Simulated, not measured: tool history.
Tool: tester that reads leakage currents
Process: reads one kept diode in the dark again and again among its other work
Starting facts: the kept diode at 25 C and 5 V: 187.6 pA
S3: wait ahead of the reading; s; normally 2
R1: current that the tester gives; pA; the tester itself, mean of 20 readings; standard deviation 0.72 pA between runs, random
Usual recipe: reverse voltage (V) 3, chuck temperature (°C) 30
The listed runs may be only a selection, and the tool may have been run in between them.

{"run": 1, "day": 0.0, "reverse voltage (V)": 3, "chuck temperature (°C)": 30, "S3": 2, "R1": 251.49}
{"run": 2, "day": 3.154, "reverse voltage (V)": 3, "chuck temperature (°C)": 30, "S3": 2, "R1": 249.26}
{"run": 3, "day": 8.421, "reverse voltage (V)": 3, "chuck temperature (°C)": 58, "S3": 2, "R1": 2250.97}
{"run": 4, "day": 12.188, "reverse voltage (V)": 3, "chuck temperature (°C)": 58, "S3": 2, "R1": 2228.79}
{"run": 5, "day": 17.962, "reverse voltage (V)": 3, "chuck temperature (°C)": 58, "S3": 2, "R1": 2256.43}
{"run": 6, "day": 21.238, "reverse voltage (V)": 3, "chuck temperature (°C)": 58, "S3": 2, "R1": 2237.4}
{"run": 7, "day": 25.096, "reverse voltage (V)": 5.31, "chuck temperature (°C)": 58, "S3": 2, "R1": 2809.81}
{"run": 8, "day": 29.85, "reverse voltage (V)": 5.31, "chuck temperature (°C)": 58, "S3": 2, "R1": 2822.81}
{"run": 9, "day": 33.95, "reverse voltage (V)": 5.31, "chuck temperature (°C)": 58, "S3": 2.71, "R1": 2838.6}
{"run": 10, "day": 36.371, "reverse voltage (V)": 3, "chuck temperature (°C)": 30, "S3": 4.91, "R1": 256.81}
{"run": 11, "day": 42.417, "reverse voltage (V)": 3, "chuck temperature (°C)": 30, "S3": 2, "R1": 246.03}
{"run": 12, "day": 45.417, "reverse voltage (V)": 3, "chuck temperature (°C)": 30, "S3": 1.75, "R1": 246.12}
{"run": 13, "day": 50.992, "reverse voltage (V)": 3, "chuck temperature (°C)": 30, "S3": 1.75, "R1": 249.07}
{"run": 14, "day": 53.408, "reverse voltage (V)": 3, "chuck temperature (°C)": 30, "S3": 1.75, "R1": 248.02}
{"run": 15, "day": 58.262, "reverse voltage (V)": 3, "chuck temperature (°C)": 30, "S3": 2, "R1": 247.55}
{"run": 16, "day": 62.721, "reverse voltage (V)": 3, "chuck temperature (°C)": 30, "S3": 2, "R1": 245.06}
{"run": 17, "day": 66.05, "reverse voltage (V)": 3, "chuck temperature (°C)": 30, "S3": 2, "R1": 245.46}
{"run": 18, "day": 70.196, "reverse voltage (V)": 3, "chuck temperature (°C)": 51, "S3": 2, "R1": 1316.41}
{"run": 19, "day": 76.15, "reverse voltage (V)": 3, "chuck temperature (°C)": 30, "S3": 2, "R1": 247.9}
{"run": 20, "day": 78.896, "reverse voltage (V)": 3, "chuck temperature (°C)": 26, "S3": 2, "R1": 175.34}
{"run": 21, "day": 82.612, "reverse voltage (V)": 2.02, "chuck temperature (°C)": 29, "S3": 2, "R1": 194.49}
{"run": 22, "day": 87.1, "reverse voltage (V)": 2.02, "chuck temperature (°C)": 29, "S3": 2, "R1": 195.21}
{"run": 23, "day": 92.988, "reverse voltage (V)": 19.79, "chuck temperature (°C)": 28, "S3": 3.14, "R1": 455.28}
{"run": 24, "day": 97.358, "reverse voltage (V)": 12.68, "chuck temperature (°C)": 27, "S3": 0.42, "R1": 357.35}
{"run": 25, "day": 100.15, "reverse voltage (V)": 2.47, "chuck temperature (°C)": 30, "S3": 0.57, "R1": 234.38}
{"run": 26, "day": 104.45, "reverse voltage (V)": 14.16, "chuck temperature (°C)": 27, "S3": 0.53, "R1": 377.9}
{"run": 27, "day": 109.138, "reverse voltage (V)": 17.85, "chuck temperature (°C)": 37, "S3": 5.26, "R1": 922.6}
{"run": 28, "day": 115.133, "reverse voltage (V)": 3, "chuck temperature (°C)": 21, "S3": 1.56, "R1": 117.79}
{"run": 29, "day": 120.967, "reverse voltage (V)": 4.28, "chuck temperature (°C)": 35, "S3": 0.69, "R1": 450.49}
{"run": 30, "day": 123.5, "reverse voltage (V)": 1.78, "chuck temperature (°C)": 24, "S3": 0.69, "R1": 124.87}
{"run": 31, "day": 126.833, "reverse voltage (V)": 1.78, "chuck temperature (°C)": 24, "S3": 0.69, "R1": 125.52}
{"run": 32, "day": 132.488, "reverse voltage (V)": 17.83, "chuck temperature (°C)": 25, "S3": 7.62, "R1": 357.72}
{"run": 33, "day": 136.471, "reverse voltage (V)": 1.78, "chuck temperature (°C)": 30, "S3": 2.53, "R1": 210.16}
{"run": 34, "day": 141.888, "reverse voltage (V)": 1.78, "chuck temperature (°C)": 30, "S3": 1.15, "R1": 209.97}
{"run": 35, "day": 147.225, "reverse voltage (V)": 3, "chuck temperature (°C)": 28, "S3": 0.31, "R1": 223.06}
{"run": 36, "day": 151.292, "reverse voltage (V)": 3, "chuck temperature (°C)": 56, "S3": 5.22, "R1": 1892.59}
{"run": 37, "day": 155.067, "reverse voltage (V)": 3, "chuck temperature (°C)": 22, "S3": 5.22, "R1": 120.96}
{"run": 38, "day": 158.958, "reverse voltage (V)": 3, "chuck temperature (°C)": 49, "S3": 0.62, "R1": 1134.9}
{"run": 39, "day": 164.425, "reverse voltage (V)": 3, "chuck temperature (°C)": 49, "S3": 0.62, "R1": 1139.71}
{"run": 40, "day": 168.858, "reverse voltage (V)": 3, "chuck temperature (°C)": 49, "S3": 0.62, "R1": 1141.75}

Removed from this log: 4 entries logged between the listed runs. Between which two listed runs does each belong, and how does the tool's hidden state at the listed run before it compare with that at the listed run after it?
From run 10 to run 11: chuck's temperature calibrated (day 37.162)
  stray current of the dirty probe card, pA a volt: 1.255 -> 1.358; current scale over the true one, %: 1.01 -> 1.05; true chuck temperature over the reading, C: 0.66 -> 0.06
  difference, measured minus the result without the unlogged condition, R1: +20.04 -> +7.83 pA
From run 15 to run 16: probe card cleaned and baked (day 60.5)
  stray current of the dirty probe card, pA a volt: 1.647 -> 0.07; current scale over the true one, %: 1.16 -> 1.19; true chuck temperature over the reading, C: 0.16 -> 0.18
  difference, measured minus the result without the unlogged condition, R1: +10.88 -> +6.75 pA
From run 35 to run 36: chuck's temperature calibrated (day 149.604)
  stray current of the dirty probe card, pA a volt: 1.685 -> 1.756; current scale over the true one, %: 1.77 -> 1.8; true chuck temperature over the reading, C: 0.67 -> 0.08
  difference, measured minus the result without the unlogged condition, R1: +20.78 -> +49.61 pA
From run 36 to run 37: probe card cleaned and baked (day 152.775)
  stray current of the dirty probe card, pA a volt: 1.756 -> 0.075; current scale over the true one, %: 1.8 -> 1.83; true chuck temperature over the reading, C: 0.08 -> 0.1
  difference, measured minus the result without the unlogged condition, R1: +49.61 -> +3.45 pA
